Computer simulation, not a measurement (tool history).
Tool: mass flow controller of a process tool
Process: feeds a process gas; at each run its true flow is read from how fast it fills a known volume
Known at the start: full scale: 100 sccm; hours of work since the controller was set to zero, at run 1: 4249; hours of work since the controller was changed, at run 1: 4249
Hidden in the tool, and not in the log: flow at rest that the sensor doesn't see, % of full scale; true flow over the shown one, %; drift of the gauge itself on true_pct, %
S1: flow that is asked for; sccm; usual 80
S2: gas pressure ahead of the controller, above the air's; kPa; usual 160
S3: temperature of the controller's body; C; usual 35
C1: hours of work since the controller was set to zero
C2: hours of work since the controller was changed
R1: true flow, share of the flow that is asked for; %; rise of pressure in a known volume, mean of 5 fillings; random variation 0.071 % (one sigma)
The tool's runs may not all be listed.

run,day,S1,S2,S3,C1,C2,R1
1,0,80,160,35,4249,4249,100.39
2,17.717,80,160,35,4429,4429,100.42
3,33.862,80,160,35,4592,4592,100.44
4,44.146,80,160,35,4697,4697,100.53
5,55.267,80,160,35,4809,4809,100.62
# day 68.779: controller's zero set anew
6,70.896,80,160,35,21,4967,100.58
7,79.638,80,160,35,110,5056,100.53
8,90.117,80,160,35,216,5162,100.75
9,107.658,80,160,26,394,5340,99.72
10,116.221,80,181,35,481,5427,101
11,134.75,68,143,23,669,5615,99.15
12,153.546,28,143,36,859,5805,99.56
13,166.221,76,244,37,988,5934,101.7
14,184.9,27,244,37,1177,6123,100.38
15,202.162,41,162,30,1352,6298,99.56
16,213.342,32,160,25,1465,6411,98.78
17,222.562,24,259,30,1559,6505,99.72
18,231.125,41,210,36,1646,6592,100.69
19,248.462,41,218,26,1821,6767,99.7

5 ways to go on from here, each from the tool as it stands after run 19. What would each give?
A,259.133,80,219,26,1930,6876,?
B,259.133,41,168,26,1930,6876,?
C,259.133,20,265,21,1930,6876,?
D,259.133,24,260,26,1930,6876,?
E,259.133,80,170,25,1930,6876,?

run,R1
A,100.82
B,99.39
C,98.84
D,99.62
E,100.36
Without the tool's hidden state the same runs would have given:
run,R1
A,99.68
B,98.27
C,97.73
D,98.51
E,99.24
